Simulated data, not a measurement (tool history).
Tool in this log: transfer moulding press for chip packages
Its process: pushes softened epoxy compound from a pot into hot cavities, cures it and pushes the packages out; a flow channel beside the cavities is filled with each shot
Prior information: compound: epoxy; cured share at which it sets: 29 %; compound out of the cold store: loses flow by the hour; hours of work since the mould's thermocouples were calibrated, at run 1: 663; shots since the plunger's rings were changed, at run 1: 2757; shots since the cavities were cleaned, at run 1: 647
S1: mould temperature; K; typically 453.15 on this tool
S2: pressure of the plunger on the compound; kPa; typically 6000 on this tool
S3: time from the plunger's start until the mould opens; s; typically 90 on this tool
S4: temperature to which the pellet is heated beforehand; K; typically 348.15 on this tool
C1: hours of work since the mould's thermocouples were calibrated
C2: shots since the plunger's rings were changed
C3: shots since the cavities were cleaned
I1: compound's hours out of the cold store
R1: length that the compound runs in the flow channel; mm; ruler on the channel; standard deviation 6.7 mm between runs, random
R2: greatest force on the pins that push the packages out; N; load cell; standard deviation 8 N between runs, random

run 1 hour=0.0 | S1=453.15 S2=6000 S3=90 S4=348.15 | C1=663 C2=2757 C3=647 | I1=39.6 | R1=794 R2=343
-- hour=6.0 cavities cleaned with cleaning compound and waxed
run 2 hour=15.5 | S1=453.15 S2=6000 S3=90 S4=348.15 | C1=673 C2=2950 C3=131 | I1=36.6 | R1=805 R2=343
-- hour=35.3 plunger's sealing rings changed
-- hour=38.6 mould's thermocouples calibrated
run 3 hour=43.5 | S1=453.15 S2=6000 S3=90 S4=348.15 | C1=4 C2=86 C3=456 | I1=35.3 | R1=820 R2=359
run 4 hour=58.3 | S1=453.15 S2=6000 S3=90 S4=348.15 | C1=14 C2=291 C3=661 | I1=46.1 | R1=740 R2=357
-- hour=63.4 cavities cleaned with cleaning compound and waxed
run 5 hour=81.7 | S1=453.15 S2=6000 S3=90 S4=348.15 | C1=30 C2=594 C3=253 | I1=13.9 | R1=956 R2=349
run 6 hour=97.0 | S1=453.15 S2=6000 S3=90 S4=348.15 | C1=41 C2=806 C3=465 | I1=21.3 | R1=882 R2=360
-- hour=117.3 cavities cleaned with cleaning compound and waxed
run 7 hour=120.9 | S1=453.15 S2=6000 S3=90 S4=347.15 | C1=57 C2=1115 C3=50 | I1=42.5 | R1=773 R2=343
run 8 hour=137.4 | S1=453.15 S2=5610 S3=90 S4=348.15 | C1=69 C2=1343 C3=278 | I1=35.1 | R1=779 R2=364
run 9 hour=162.1 | S1=447.15 S2=6000 S3=90 S4=348.15 | C1=87 C2=1684 C3=619 | I1=32.3 | R1=858 R2=424
-- hour=170.5 cavities cleaned with cleaning compound and waxed
run 10 hour=177.9 | S1=447.15 S2=6000 S3=90 S4=348.15 | C1=97 C2=1883 C3=103 | I1=25.5 | R1=904 R2=440
run 11 hour=191.3 | S1=447.15 S2=6000 S3=90 S4=348.15 | C1=107 C2=2067 C3=287 | I1=45.3 | R1=770 R2=397
run 12 hour=208.3 | S1=453.15 S2=6000 S3=90 S4=340.15 | C1=119 C2=2303 C3=523 | I1=8.2 | R1=989 R2=362
run 13 hour=221.2 | S1=453.15 S2=6000 S3=90 S4=340.15 | C1=128 C2=2481 C3=701 | I1=44.6 | R1=761 R2=346
-- hour=223.7 cavities cleaned with cleaning compound and waxed
run 14 hour=248.0 | S1=453.15 S2=6000 S3=90 S4=340.15 | C1=147 C2=2830 C3=335 | I1=9.5 | R1=986 R2=360
run 15 hour=265.7 | S1=453.15 S2=6000 S3=90 S4=340.15 | C1=159 C2=3075 C3=580 | I1=23.8 | R1=881 R2=370
-- hour=275.8 plunger's sealing rings changed
-- hour=279.0 cavities cleaned with cleaning compound and waxed
run 16 hour=282.0 | S1=453.15 S2=6000 S3=90 S4=340.15 | C1=168 C2=65 C3=42 | I1=45.2 | R1=769 R2=355
run 17 hour=304.3 | S1=453.15 S2=6000 S3=90 S4=355.15 | C1=184 C2=372 C3=349 | I1=32.6 | R1=831 R2=347
run 18 hour=317.6 | S1=449.15 S2=5930 S3=125 S4=355.15 | C1=194 C2=557 C3=534 | I1=29.1 | R1=862 R2=334
-- hour=332.2 cavities cleaned with cleaning compound and waxed
run 19 hour=341.3 | S1=449.15 S2=5080 S3=108 S4=355.15 | C1=210 C2=863 C3=126 | I1=38.4 | R1=746 R2=340
run 20 hour=365.1 | S1=449.15 S2=6100 S3=90 S4=346.15 | C1=227 C2=1192 C3=455 | I1=23.2 | R1=912 R2=403
-- hour=384.7 cavities cleaned with cleaning compound and waxed
run 21 hour=385.8 | S1=456.15 S2=4810 S3=111 S4=347.15 | C1=241 C2=1458 C3=16 | I1=40.2 | R1=700 R2=317

For run 22, what comes out?
run 22 hour=407.7 | S1=458.15 S2=5590 S3=71 S4=344.15 | C1=257 C2=1761 C3=319 | I1=45.4 | R1=? R2=?

Logged for run 22: R1 711 mm, R2 379 N.
With no hidden state in the tool, this same run would have given R1 711 mm, R2 376 N.
